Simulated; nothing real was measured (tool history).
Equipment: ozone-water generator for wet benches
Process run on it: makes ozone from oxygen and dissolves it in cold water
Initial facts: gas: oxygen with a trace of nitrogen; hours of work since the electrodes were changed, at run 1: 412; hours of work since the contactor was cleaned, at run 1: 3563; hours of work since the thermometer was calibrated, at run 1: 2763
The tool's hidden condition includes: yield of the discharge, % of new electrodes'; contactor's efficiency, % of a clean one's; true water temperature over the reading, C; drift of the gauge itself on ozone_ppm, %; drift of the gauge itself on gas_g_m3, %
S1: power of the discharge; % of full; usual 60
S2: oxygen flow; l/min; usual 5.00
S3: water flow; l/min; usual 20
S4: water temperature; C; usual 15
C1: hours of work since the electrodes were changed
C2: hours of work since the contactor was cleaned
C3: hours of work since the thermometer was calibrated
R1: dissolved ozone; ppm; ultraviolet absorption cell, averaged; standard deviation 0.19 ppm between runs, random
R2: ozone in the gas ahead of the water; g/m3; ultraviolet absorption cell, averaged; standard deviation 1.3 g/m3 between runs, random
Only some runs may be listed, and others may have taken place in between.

| run | hour | S1 | S2 | S3 | S4 | C1 | C2 | C3 | R1 | R2 |
|---|---|---|---|---|---|---|---|---|---|---|
| 1 | 0.0 | 60 | 5.00 | 20 | 15 | 412 | 3563 | 2763 | 26.5 | 244.2 |
| 2 | 14.6 | 60 | 5.00 | 20 | 15 | 424 | 3575 | 2775 | 26.1 | 246.8 |
| 3 | 34.1 | 60 | 5.00 | 20 | 15 | 440 | 3591 | 2792 | 26.4 | 243.2 |
| 4 | 59.5 | 60 | 3.10 | 20 | 15 | 461 | 3612 | 2813 | 26.4 | 332.9 |
| 5 | 78.4 | 60 | 3.10 | 20 | 15 | 477 | 3628 | 2829 | 26.0 | 331.8 |
| 6 | 100.9 | 60 | 3.10 | 16 | 15 | 496 | 3647 | 2848 | 33.6 | 335.1 |
| 7 | 133.5 | 60 | 3.10 | 16 | 15 | 523 | 3674 | 2875 | 33.2 | 333.1 |
| 8 | 163.5 | 60 | 7.92 | 20 | 15 | 548 | 3699 | 2900 | 25.1 | 182.9 |
| 9 | 177.8 | 60 | 7.92 | 20 | 15 | 560 | 3711 | 2912 | 25.1 | 183.0 |
| 10 | 200.5 | 83 | 7.92 | 20 | 15 | 579 | 3730 | 2931 | 29.8 | 215.5 |
| 11 | 215.7 | 83 | 7.92 | 20 | 15 | 592 | 3743 | 2944 | 29.7 | 216.4 |
| 12 | 231.6 | 83 | 2.58 | 13 | 15 | 605 | 3756 | 2957 | 46.8 | 436.2 |
| 13 | 250.8 | 83 | 8.80 | 13 | 8 | 621 | 3773 | 2973 | 45.3 | 200.5 |
| 14 | 284.1 | 83 | 8.80 | 13 | 8 | 649 | 3800 | 3001 | 45.6 | 203.2 |
| 15 | 309.1 | 83 | 8.80 | 13 | 8 | 670 | 3821 | 3022 | 45.1 | 202.1 |
| 16 | 342.8 | 62 | 5.00 | 20 | 15 | 698 | 3849 | 3050 | 27.1 | 251.1 |
|  | 345.6 | water thermometer calibrated |
| 17 | 362.8 | 62 | 5.00 | 20 | 15 | 715 | 3866 | 14 | 26.9 | 249.6 |
| 18 | 385.0 | 62 | 5.00 | 20 | 15 | 733 | 3884 | 33 | 26.4 | 249.8 |
| 19 | 418.3 | 71 | 4.01 | 21 | 9 | 761 | 3912 | 61 | 28.8 | 304.7 |
| 20 | 437.6 | 90 | 2.91 | 17 | 9 | 777 | 3928 | 77 | 40.5 | 422.7 |
| 21 | 451.8 | 68 | 2.79 | 20 | 15 | 789 | 3940 | 89 | 27.4 | 378.0 |
| 22 | 480.1 | 45 | 2.57 | 16 | 16 | 813 | 3964 | 113 | 28.2 | 319.5 |

3 ways to go on from here, each from the tool as it stands after run 22. What would each give?
| A | 502.2 | 64 | 3.29 | 20 | 15 | 831 | 3982 | 131 | ? | ? |
| B | 502.2 | 99 | 5.00 | 20 | 10 | 831 | 3982 | 131 | ? | ? |
| C | 502.2 | 60 | 7.11 | 17 | 9 | 831 | 3982 | 131 | ? | ? |

| run | R1 | R2 |
|---|---|---|
| A | 27.0 | 329.7 |
| B | 35.8 | 311.7 |
| C | 32.1 | 197.1 |
Without the tool's hidden state the same runs would have given:
| run | R1 | R2 |
|---|---|---|
| A | 27.9 | 332.6 |
| B | 37.2 | 315.1 |
| C | 33.2 | 198.8 |
